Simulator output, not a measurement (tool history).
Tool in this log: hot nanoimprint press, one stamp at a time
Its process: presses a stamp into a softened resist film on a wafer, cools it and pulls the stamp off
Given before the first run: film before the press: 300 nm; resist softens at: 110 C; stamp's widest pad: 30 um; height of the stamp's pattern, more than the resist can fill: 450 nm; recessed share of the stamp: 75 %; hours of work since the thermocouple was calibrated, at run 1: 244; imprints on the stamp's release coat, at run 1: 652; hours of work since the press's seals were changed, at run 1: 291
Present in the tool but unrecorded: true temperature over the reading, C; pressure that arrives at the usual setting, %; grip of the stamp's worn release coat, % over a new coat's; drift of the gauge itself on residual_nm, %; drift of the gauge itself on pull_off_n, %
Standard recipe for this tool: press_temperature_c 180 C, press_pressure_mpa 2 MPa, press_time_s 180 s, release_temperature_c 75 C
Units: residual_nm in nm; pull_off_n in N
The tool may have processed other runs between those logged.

run,hour,press_temperature_c,press_pressure_mpa,press_time_s,release_temperature_c,hours of work since the thermocouple was calibrated,imprints on the stamp's release coat,hours of work since the press's seals were changed,residual_nm,pull_off_n
1,0,180,2,180,75,244,652,291,123.6,162
2,27.3,180,2,180,75,264,734,310,123.9,158
# hour 58: stamp cleaned and given a new release coat
3,68.9,180,2,180,75,288,33,335,124,157
4,107.7,180,2,307,75,316,150,362,99.1,158
5,130,180,2,307,75,331,217,377,99.8,158
# hour 144.8: plate thermocouple calibrated
6,157.3,180,2,307,75,9,290,394,99.4,158
7,182.2,180,2.3,180,75,26,365,412,115.2,160
8,221.1,173,2.3,180,75,53,483,439,152.9,160
9,274.1,173,2.3,180,75,90,642,476,154,158
10,314.5,180,2,180,68,119,764,504,124.5,166
# hour 336: stamp cleaned and given a new release coat
11,367.6,180,2,340,68,151,95,537,95,165
# hour 420.3: press's hydraulic seals changed and the load cell set to zero
12,421.5,177,2,180,75,183,234,1,139.4,157
13,467.4,180,2,224,75,216,372,33,113.8,158
14,511.9,180,2.45,160,63,247,506,64,119.6,169
15,544.6,173,2.77,173,75,269,604,87,146,158
16,577,180,1.72,180,77,292,702,109,133.5,156
# hour 619.9: stamp cleaned and given a new release coat
17,621.7,172,1.73,131,64,319,6,136,197.7,170
# hour 653.3: plate thermocouple calibrated
18,653.3,184,2,116,75,0,92,156,128.3,156
19,691.9,184,1.73,210,75,27,208,183,108,159
20,716.3,176,2,180,75,44,282,200,147.1,157
21,740.7,176,2,180,70,61,356,218,146.9,162
22,794.3,180,2,166,75,99,517,255,129.6,157
23,829.9,180,2,166,75,123,624,280,129.4,158
24,878.7,180,2,166,75,158,771,314,130.2,156

Measured less the same run without the tool's hidden state. The same run-to-run variation is in both; the gauge's scatter may not be:
run,residual_nm
1,+0.1
2,+0.2
3,+0.3
4,+0.3
5,+0.5
6,+0.4
7,+0.5
8,+0.9
9,+1.1
10,+1
11,+0.9
12,+1.4
13,+1.3
14,+1.5
15,+2
16,+2
17,+3
18,+2
19,+1.7
20,+2.5
21,+2.6
22,+2.5
23,+2.6
24,+2.8
pull_off_n without the hidden state stays within 1 N of what was measured, in all runs.
